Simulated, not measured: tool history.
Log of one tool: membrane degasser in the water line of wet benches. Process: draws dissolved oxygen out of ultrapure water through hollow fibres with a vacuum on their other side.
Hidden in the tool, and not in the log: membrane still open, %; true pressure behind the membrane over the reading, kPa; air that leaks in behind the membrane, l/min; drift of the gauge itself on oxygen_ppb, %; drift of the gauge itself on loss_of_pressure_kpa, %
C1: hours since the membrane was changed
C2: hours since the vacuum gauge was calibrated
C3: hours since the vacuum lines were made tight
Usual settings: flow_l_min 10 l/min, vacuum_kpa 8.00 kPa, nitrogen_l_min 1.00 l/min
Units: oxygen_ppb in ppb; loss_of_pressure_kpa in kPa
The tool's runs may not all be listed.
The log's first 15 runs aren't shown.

Run 16, hour 3058.7: usual settings but nitrogen_l_min 1.09 l/min; C1 3501; C2 1297; C3 3501. Result: oxygen_ppb 371.3 ppb, loss_of_pressure_kpa 47.54 kPa.
Run 17, hour 3194.9: usual settings but flow_l_min 7 l/min, vacuum_kpa 6.50 kPa; C1 3637; C2 1433; C3 3637. Result: oxygen_ppb 182.6 ppb, loss_of_pressure_kpa 33.21 kPa.
Run 18, hour 3485.8: usual settings but flow_l_min 7 l/min, vacuum_kpa 6.50 kPa; C1 3928; C2 1724; C3 3928. Result: oxygen_ppb 188.2 ppb, loss_of_pressure_kpa 33.20 kPa.
Run 19, hour 3673.2: usual settings but flow_l_min 14 l/min, vacuum_kpa 6.50 kPa, nitrogen_l_min 0.67 l/min; C1 4115; C2 1912; C3 4115. Result: oxygen_ppb 649.8 ppb, loss_of_pressure_kpa 66.65 kPa.
Run 20, hour 3905.4: usual settings but vacuum_kpa 6.50 kPa, nitrogen_l_min 2.84 l/min; C1 4348; C2 2144; C3 4348. Result: oxygen_ppb 303.5 ppb, loss_of_pressure_kpa 47.75 kPa.
Run 21, hour 4198.9: usual settings but vacuum_kpa 6.50 kPa, nitrogen_l_min 2.84 l/min; C1 4641; C2 2437; C3 4641. Result: oxygen_ppb 311.1 ppb, loss_of_pressure_kpa 47.71 kPa.
Run 22, hour 4453.2: usual settings but vacuum_kpa 6.50 kPa, nitrogen_l_min 2.84 l/min; C1 4895; C2 2692; C3 4895. Result: oxygen_ppb 312.6 ppb, loss_of_pressure_kpa 47.22 kPa.
Run 23, hour 4663.2: usual settings but flow_l_min 14 l/min, vacuum_kpa 18.78 kPa; C1 5105; C2 2902; C3 5105. Result: oxygen_ppb 965.7 ppb, loss_of_pressure_kpa 66.87 kPa.
Run 24, hour 4900.3: usual settings but flow_l_min 14 l/min, vacuum_kpa 18.78 kPa; C1 5342; C2 3139; C3 5342. Result: oxygen_ppb 964.3 ppb, loss_of_pressure_kpa 67.71 kPa.
Run 25, hour 5088.8: usual settings but flow_l_min 14 l/min, vacuum_kpa 18.78 kPa; C1 5531; C2 3327; C3 5531. Result: oxygen_ppb 961.8 ppb, loss_of_pressure_kpa 66.92 kPa.
Run 26, hour 5233.4: usual settings but flow_l_min 14 l/min, vacuum_kpa 18.78 kPa; C1 5676; C2 3472; C3 5676. Result: oxygen_ppb 950.2 ppb, loss_of_pressure_kpa 67.52 kPa.
Run 27, hour 5438.1: usual settings but flow_l_min 7 l/min, vacuum_kpa 15.00 kPa, nitrogen_l_min 0.45 l/min; C1 5880; C2 3677; C3 5880. Result: oxygen_ppb 554.7 ppb, loss_of_pressure_kpa 33.73 kPa.
Run 28, hour 5610.4: usual settings but flow_l_min 7 l/min, vacuum_kpa 6.57 kPa, nitrogen_l_min 1.51 l/min; C1 6053; C2 3849; C3 6053. Result: oxygen_ppb 177.1 ppb, loss_of_pressure_kpa 34.02 kPa.
Run 29, hour 5786.2: usual settings but flow_l_min 7 l/min, vacuum_kpa 6.57 kPa, nitrogen_l_min 1.51 l/min; C1 6228; C2 4025; C3 6228. Result: oxygen_ppb 176.4 ppb, loss_of_pressure_kpa 33.64 kPa.
Run 30, hour 5925.7: usual settings but flow_l_min 7 l/min, vacuum_kpa 6.57 kPa, nitrogen_l_min 1.51 l/min; C1 6368; C2 4164; C3 6368. Result: oxygen_ppb 178.5 ppb, loss_of_pressure_kpa 33.78 kPa.
At hour 6055.4: seals of the vacuum lines changed.
Run 31, hour 6180.9: usual settings but flow_l_min 7 l/min, vacuum_kpa 8.46 kPa, nitrogen_l_min 2.17 l/min; C1 6621; C2 4417; C3 126. Result: oxygen_ppb 181.3 ppb, loss_of_pressure_kpa 33.86 kPa.

Forecast each of these 3 alternatives for the next run:
Run A, hour 6476.6: usual settings but flow_l_min 15 l/min, vacuum_kpa 12.32 kPa, nitrogen_l_min 1.37 l/min; C1 6917; C2 4713; C3 421. Result: oxygen_ppb ?, loss_of_pressure_kpa ?.
Run B, hour 6476.6: usual settings but vacuum_kpa 8.46 kPa, nitrogen_l_min 2.17 l/min; C1 6917; C2 4713; C3 421. Result: oxygen_ppb ?, loss_of_pressure_kpa ?.
Run C, hour 6476.6: usual settings but flow_l_min 6 l/min, vacuum_kpa 10.76 kPa; C1 6917; C2 4713; C3 421. Result: oxygen_ppb ?, loss_of_pressure_kpa ?.

run  oxygen_ppb  loss_of_pressure_kpa
  A       806.7                 73.08
  B       364.1                 48.72
  C       202.0                 29.18
Without the tool's hidden state the same runs would have given:
run  oxygen_ppb  loss_of_pressure_kpa
  A       726.5                 69.53
  B       312.9                 46.35
  C       177.8                 27.76

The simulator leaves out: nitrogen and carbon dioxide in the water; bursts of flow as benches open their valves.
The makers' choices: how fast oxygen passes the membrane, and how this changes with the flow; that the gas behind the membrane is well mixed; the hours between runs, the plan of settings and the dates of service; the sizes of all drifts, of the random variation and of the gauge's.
